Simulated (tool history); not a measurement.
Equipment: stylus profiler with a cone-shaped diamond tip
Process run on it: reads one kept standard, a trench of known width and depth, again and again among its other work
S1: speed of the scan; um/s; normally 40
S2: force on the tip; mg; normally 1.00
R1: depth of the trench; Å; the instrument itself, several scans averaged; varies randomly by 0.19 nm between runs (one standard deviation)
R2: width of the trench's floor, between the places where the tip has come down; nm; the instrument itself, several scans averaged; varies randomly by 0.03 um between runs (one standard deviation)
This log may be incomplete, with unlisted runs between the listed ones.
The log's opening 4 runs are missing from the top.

| run | hour | S1 | S2 | R1 | R2 |
|---|---|---|---|---|---|
| 5 | 287.1 | 41 | 1.00 | 10012.3 | 43550 |
| 6 | 335.1 | 41 | 1.00 | 10008.7 | 43440 |
| 7 | 396.0 | 41 | 1.00 | 10011.3 | 43430 |
| 8 | 496.6 | 40 | 1.00 | 10006.8 | 43340 |
| 9 | 598.8 | 40 | 1.00 | 10007.5 | 43380 |
|  | 628.8 | new tip fitted, height scale calibrated |
| 10 | 684.2 | 40 | 2.34 | 10063.8 | 45660 |
| 11 | 764.2 | 40 | 1.00 | 10033.2 | 45520 |
| 12 | 833.0 | 40 | 1.00 | 10031.9 | 45470 |
| 13 | 939.5 | 40 | 1.00 | 10028.7 | 45340 |
| 14 | 1034.9 | 40 | 1.00 | 10029.7 | 45230 |
| 15 | 1138.4 | 17 | 1.00 | 10027.4 | 45290 |
| 16 | 1196.0 | 17 | 1.00 | 10027.5 | 45150 |
| 17 | 1252.9 | 17 | 1.00 | 10024.0 | 45130 |
| 18 | 1352.2 | 40 | 1.00 | 10028.8 | 44890 |
| 19 | 1417.8 | 35 | 1.00 | 10029.6 | 44860 |
| 20 | 1514.5 | 35 | 1.00 | 10026.2 | 44770 |
|  | 1523.3 | height scale calibrated on a step standard |
| 21 | 1607.7 | 35 | 1.00 | 10018.6 | 44690 |
| 22 | 1692.2 | 35 | 1.00 | 10022.5 | 44540 |
| 23 | 1780.5 | 35 | 1.00 | 10018.4 | 44510 |
| 24 | 1872.9 | 35 | 1.00 | 10018.3 | 44420 |

Run 25 is up next; what results do you expect?
| 25 | 1930.8 | 35 | 1.00 | ? | ? |

Run 25 gave R1 10016.3 Å, R2 44370 nm.
Minus the tool's unlogged condition, the same run would have read R1 10036.3 Å, R2 45810 nm.
